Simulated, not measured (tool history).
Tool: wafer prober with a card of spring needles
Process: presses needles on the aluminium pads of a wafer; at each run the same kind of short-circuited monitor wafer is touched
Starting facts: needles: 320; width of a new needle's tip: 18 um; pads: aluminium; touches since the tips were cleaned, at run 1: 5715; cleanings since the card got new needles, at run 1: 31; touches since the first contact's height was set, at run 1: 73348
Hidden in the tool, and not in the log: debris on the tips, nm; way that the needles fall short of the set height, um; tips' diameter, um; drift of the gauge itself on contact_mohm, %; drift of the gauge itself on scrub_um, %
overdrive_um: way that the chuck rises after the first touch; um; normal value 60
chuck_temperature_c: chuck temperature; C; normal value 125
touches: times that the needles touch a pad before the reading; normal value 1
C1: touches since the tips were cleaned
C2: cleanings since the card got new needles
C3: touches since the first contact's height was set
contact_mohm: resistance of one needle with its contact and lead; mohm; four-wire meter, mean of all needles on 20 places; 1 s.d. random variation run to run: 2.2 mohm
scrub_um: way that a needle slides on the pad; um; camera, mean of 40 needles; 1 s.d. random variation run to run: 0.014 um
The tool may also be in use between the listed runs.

run 1 hour=0 | overdrive_um=60 chuck_temperature_c=125 touches=1 | C1=5715 C2=31 C3=73348 | contact_mohm=417 scrub_um=9.83
-- hour=1.1 tips cleaned on abrasive film
-- hour=1.4 height of the first contact set anew
-- hour=13.2 tips cleaned on abrasive film
run 2 hour=13.2 | overdrive_um=60 chuck_temperature_c=125 touches=1 | C1=0 C2=33 C3=6223 | contact_mohm=263 scrub_um=9.95
-- hour=25.1 tips cleaned on abrasive film
run 3 hour=31.8 | overdrive_um=60 chuck_temperature_c=125 touches=1 | C1=3576 C2=34 C3=16071 | contact_mohm=391 scrub_um=9.95
-- hour=37.5 tips cleaned on abrasive film
run 4 hour=43.8 | overdrive_um=60 chuck_temperature_c=125 touches=1 | C1=3315 C2=35 C3=22360 | contact_mohm=383 scrub_um=9.95
-- hour=49.6 tips cleaned on abrasive film
run 5 hour=54 | overdrive_um=60 chuck_temperature_c=125 touches=1 | C1=2309 C2=36 C3=27741 | contact_mohm=363 scrub_um=9.93
-- hour=61.9 tips cleaned on abrasive film
run 6 hour=66 | overdrive_um=60 chuck_temperature_c=125 touches=1 | C1=2156 C2=37 C3=34052 | contact_mohm=350 scrub_um=9.93
-- hour=74 tips cleaned on abrasive film
-- hour=79.3 tips cleaned on abrasive film, once more
run 7 hour=84.7 | overdrive_um=60 chuck_temperature_c=125 touches=1 | C1=2838 C2=39 C3=43882 | contact_mohm=382 scrub_um=9.89
-- hour=90.7 tips cleaned on abrasive film
run 8 hour=100.6 | overdrive_um=60 chuck_temperature_c=125 touches=1 | C1=5271 C2=40 C3=52306 | contact_mohm=428 scrub_um=9.86
-- hour=101.9 tips cleaned on abrasive film
-- hour=113.7 tips cleaned on abrasive film
run 9 hour=117.3 | overdrive_um=58 chuck_temperature_c=77 touches=1 | C1=1921 C2=42 C3=61070 | contact_mohm=362 scrub_um=9.49
-- hour=125.6 tips cleaned on abrasive film
run 10 hour=132.2 | overdrive_um=58 chuck_temperature_c=77 touches=1 | C1=3500 C2=43 C3=68891 | contact_mohm=414 scrub_um=9.51
-- hour=137.8 tips cleaned on abrasive film
-- hour=142.5 height of the first contact set anew
-- hour=150.1 tips cleaned on abrasive film
run 11 hour=150.1 | overdrive_um=54 chuck_temperature_c=77 touches=1 | C1=0 C2=45 C3=3992 | contact_mohm=261 scrub_um=8.98

Estimate the outcome of run 12 from the log above:
-- hour=162.1 tips cleaned on abrasive film
run 12 hour=167.3 | overdrive_um=54 chuck_temperature_c=42 touches=2 | C1=2742 C2=46 C3=13065 | contact_mohm=? scrub_um=?

{"run 12": {"contact_mohm": 334, "scrub_um": 8.96}}
On a tool with no hidden condition, and with the same random variation, this run would have come out at contact_mohm 222 mohm, scrub_um 8.99 um.
